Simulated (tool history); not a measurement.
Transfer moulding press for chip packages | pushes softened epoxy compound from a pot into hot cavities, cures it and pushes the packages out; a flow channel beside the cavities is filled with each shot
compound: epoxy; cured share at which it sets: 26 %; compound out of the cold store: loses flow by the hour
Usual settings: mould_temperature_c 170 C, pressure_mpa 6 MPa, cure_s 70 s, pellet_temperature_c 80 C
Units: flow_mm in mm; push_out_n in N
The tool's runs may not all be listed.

run     day  mould_temperature_c  pressure_mpa  cure_s  pellet_temperature_c  incoming compound's hours out of the cold store  flow_mm  push_out_n
  1       0                  170             6      70                    80                                             41.4      789         618
  2   0.429                  170             6      70                    80                                               28      864         641
      0.621  -- cavities cleaned with cleaning compound and waxed
  3   0.975                  170             6      70                    80                                             30.8      847         421
  4   1.396                  170             6      70                    82                                             14.4      949         498
  5   1.896                  170             6      70                    82                                             44.6      771         476
  6   2.438                  170             6      70                    80                                             40.4      792         528
      2.592  -- plunger's sealing rings changed
  7   2.933                  170             6      70                    80                                             44.2      792         564
  8   3.512                  170             6      70                    80                                             24.3      907         627
  9   4.054                  170             6      70                    80                                             45.3      785         628
      4.404  -- cavities cleaned with cleaning compound and waxed
 10   4.833                  170             6      70                    80                                             12.4      985         448
 11    5.25                  170             6      70                    80                                               19      938         476
 12   5.854                  170             6      70                    80                                               40      811         506
 13   6.342                  170             6      70                    80                                             18.8      938         593
 14   7.042                  170             6      70                    80                                             17.8      939         624
 15   7.546                  170             6      55                    80                                             13.6      967        1243
 16   7.879                  170             6      62                    81                                             33.8      840         849
      8.062  -- cavities cleaned with cleaning compound and waxed
 17   8.288                  167             6      70                    77                                             40.8      805         481
 18   8.792                  170          5.85      70                    80                                             15.2      944         485
 19   9.129                  170          4.73     101                    73                                               17      834         364
 20    9.75                  173             6      85                    80                                             21.2      907         413
 21  10.438                  170             6      70                    83                                               10      987         626
 22  10.888                  170          6.98      64                    76                                              8.9     1075         843
 23  11.283                  170          6.98      64                    76                                             20.2      988         827
 24  11.625                  170          6.46      65                    80                                             19.6      953         817
     11.758  -- cavities cleaned with cleaning compound and waxed
 25  12.121                  170          6.33      84                    80                                             37.9      829         343
 26  12.517                  163          6.33      84                    80                                             34.3      866         480
 27  13.129                  163          6.33      84                    80                                             36.5      849         550
     13.517  -- plunger's sealing rings changed
 28  13.812                  173          5.11      70                    86                                             17.1      875         523

4 ways to go on from here, each from the tool as it stands after run 28. What would each give?
  A  14.288                  173          7.14      70                    75                                             14.5        ?           ?
  B  14.288                  173          5.11      70                    85                                             28.6        ?           ?
  C  14.288                  173             6      70                    80                                             37.7        ?           ?
  D  14.288                  177          5.11      70                    86                                             16.6        ?           ?

run  flow_mm  push_out_n
  A     1056         560
  B      809         540
  C      822         523
  D      870         466
Without the tool's hidden state the same runs would have given:
run  flow_mm  push_out_n
  A     1060         342
  B      811         331
  C      824         320
  D      873         285

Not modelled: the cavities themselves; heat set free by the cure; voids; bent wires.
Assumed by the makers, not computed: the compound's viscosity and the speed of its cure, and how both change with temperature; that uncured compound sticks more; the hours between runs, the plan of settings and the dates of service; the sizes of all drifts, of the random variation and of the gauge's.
